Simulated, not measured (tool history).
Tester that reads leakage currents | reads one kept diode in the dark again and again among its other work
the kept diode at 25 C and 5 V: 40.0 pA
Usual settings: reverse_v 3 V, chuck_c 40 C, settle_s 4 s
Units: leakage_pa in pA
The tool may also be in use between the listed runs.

| run | day | reverse_v | chuck_c | settle_s | leakage_pa |
|---|---|---|---|---|---|
| 1 | 0 | 3 | 40 | 4 | 100.77 |
| 2 | 8.596 | 3 | 49 | 4 | 184.74 |
| 3 | 16.658 | 3 | 40 | 4 | 99.54 |
| 4 | 21.85 | 3 | 40 | 4 | 99.46 |
| 5 | 25.508 | 3 | 40 | 4 | 99.45 |
| 6 | 30.958 | 3 | 40 | 4 | 98.69 |
| 7 | 36.579 | 3 | 32 | 4 | 55.79 |
| 8 | 41.946 | 3 | 32 | 4 | 55.9 |
| 9 | 46.025 | 3 | 43 | 4 | 120.54 |
| 10 | 49.771 | 3 | 40 | 4 | 98.56 |
| 11 | 56.921 | 3 | 40 | 4 | 98.13 |
| 12 | 63.071 | 3 | 40 | 4 | 97.78 |
| 13 | 68.612 | 3 | 40 | 4 | 97.75 |
| 14 | 73.3 | 3 | 40 | 4 | 97.77 |
| 15 | 78.792 | 3.67 | 40 | 4 | 104.34 |
| 16 | 85.508 | 1.78 | 40 | 4 | 79.29 |
| 17 | 89.367 | 19.56 | 40 | 4 | 200.65 |
| 18 | 93.55 | 19.56 | 40 | 4 | 200.28 |
| 19 | 101.962 | 19.56 | 40 | 4 | 201.27 |
| 20 | 107.488 | 19.56 | 40 | 0.51 | 207.58 |
| 21 | 115.425 | 8.74 | 40 | 0.51 | 147.56 |
| 22 | 119.65 | 8.74 | 40 | 0.51 | 147.52 |
| 23 | 124.404 | 1.96 | 56 | 4 | 236.29 |
| 24 | 129.592 | 1.31 | 40 | 1.57 | 69.29 |
| 25 | 133.308 | 1.31 | 40 | 1.57 | 69.07 |
| 26 | 137.758 | 6.81 | 20 | 9.43 | 32.94 |
| 27 | 141.838 | 6.81 | 20 | 9.43 | 32.99 |

The same runs without the tool's hidden state, with the same run-to-run variation:
The hidden state here: stray current of the dirty probe card, pA a volt; current scale over the true one, %; true chuck temperature over the reading, C; drift of the gauge itself on leakage_pa, %.
| run | leakage_pa |
|---|---|
| 1 | 101.44 |
| 2 | 186.74 |
| 3 | 100.91 |
| 4 | 101.05 |
| 5 | 101.19 |
| 6 | 100.68 |
| 7 | 56.85 |
| 8 | 57.05 |
| 9 | 123.96 |
| 10 | 101.41 |
| 11 | 101.28 |
| 12 | 101.19 |
| 13 | 101.4 |
| 14 | 101.63 |
| 15 | 108.49 |
| 16 | 83.19 |
| 17 | 202.37 |
| 18 | 202.07 |
| 19 | 203.12 |
| 20 | 209.47 |
| 21 | 152.97 |
| 22 | 153.08 |
| 23 | 253.93 |
| 24 | 74.57 |
| 25 | 74.44 |
| 26 | 30.36 |
| 27 | 30.34 |
